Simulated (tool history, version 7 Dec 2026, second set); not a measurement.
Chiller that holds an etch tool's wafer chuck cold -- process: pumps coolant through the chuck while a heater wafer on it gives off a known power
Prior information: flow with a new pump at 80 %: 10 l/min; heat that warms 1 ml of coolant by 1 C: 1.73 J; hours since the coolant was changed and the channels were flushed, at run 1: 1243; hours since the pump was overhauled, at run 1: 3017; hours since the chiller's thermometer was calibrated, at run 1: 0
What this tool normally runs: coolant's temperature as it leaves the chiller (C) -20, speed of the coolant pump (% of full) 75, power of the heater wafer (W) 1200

run	hour	coolant's temperature as it leaves the chiller (C)	speed of the coolant pump (% of full)	power of the heater wafer (W)	hours since the coolant was changed and the channels were flushed	hours since the pump was overhauled	hours since the chiller's thermometer was calibrated	chuck's temperature once it has settled (C)	how much warmer the coolant comes back (C)
1	0.0	-20	75	1200	1243	3017	0	-10.4	4.46
2	78.2	-20	75	1200	1321	3095	78	-10.5	4.50
3	215.6	-20	75	1658	1458	3233	216	-6.6	6.25
4	298.0	-20	75	1658	1541	3315	298	-6.8	6.21
5	365.1	-20	81	1200	1608	3382	365	-11.1	4.14
6	431.4	-20	75	1200	1674	3449	431	-10.5	4.58
7	512.3	-20	73	1200	1755	3530	512	-10.1	4.70
8	581.3	-20	75	938	1824	3599	581	-12.5	3.59
9	698.3	-20	62	938	1941	3716	698	-10.9	4.52
10	786.0	-20	62	938	2029	3803	786	-11.1	4.50
11	859.9	-20	62	938	2103	3877	860	-10.9	4.51
12	954.1	-20	75	609	2197	3971	954	-15.1	2.52
13	1076.5	-20	75	609	2319	4094	1076	-15.2	2.52
14	1218.7	-20	75	609	2462	4236	1219	-15.3	2.53
15	1356.6	-20	75	609	2599	4374	1357	-15.2	2.57
16	1459.8	-14	75	1200	2703	4477	1460	-4.5	4.81
17	1600.7	-14	75	1200	2844	4618	1601	-4.3	4.85
# hour 1610.9: gauge calibrated
# hour 1615.9: coolant pump overhauled
18	1709.0	-20	82	628	2947	93	1704	-15.4	2.16
19	1791.9	-20	87	628	3030	176	1787	-15.8	2.02
20	1860.9	-14	85	1795	3099	245	1856	-1.4	5.89
21	1918.9	-17	85	739	3157	303	1914	-11.9	2.46
# hour 1952.1: coolant changed, channels flushed
22	1992.9	-17	85	739	41	371	1982	-11.8	2.45
23	2076.5	-17	85	739	124	455	2066	-12.0	2.53
24	2211.6	-11	62	739	260	590	2201	-3.7	3.52
25	2350.9	-19	62	1702	399	729	2340	-2.7	8.06
26	2465.9	-29	75	1200	514	844	2455	-19.5	4.64
# hour 2529.9: chiller's thermometer calibrated
27	2551.9	-20	75	744	599	929	22	-14.2	3.01
28	2629.6	-20	87	634	677	1007	100	-15.7	2.25
29	2751.2	-20	80	634	798	1128	221	-15.4	2.45
30	2862.6	-20	75	1184	910	1240	333	-10.7	4.77
31	2975.2	-26	75	632	1022	1352	445	-21.0	2.69
32	3039.8	-26	75	632	1087	1417	510	-20.9	2.68
33	3110.7	-29	81	673	1158	1488	581	-24.0	2.68

Each row is a separate what-if for the run after 33, all from the same tool condition, not one after another. Results?
A	3234.1	-10	69	607	1281	1611	704	?	?
B	3234.1	-21	69	795	1281	1611	704	?	?
C	3234.1	-29	72	673	1281	1611	704	?	?

run	chuck's temperature once it has settled (C)	how much warmer the coolant comes back (C)
A	-4.7	2.92
B	-13.9	3.67
C	-23.4	3.01
What these runs would have given with no unlogged condition in the tool:
run	chuck's temperature once it has settled (C)	how much warmer the coolant comes back (C)
A	-4.8	2.53
B	-13.9	3.28
C	-23.4	2.62
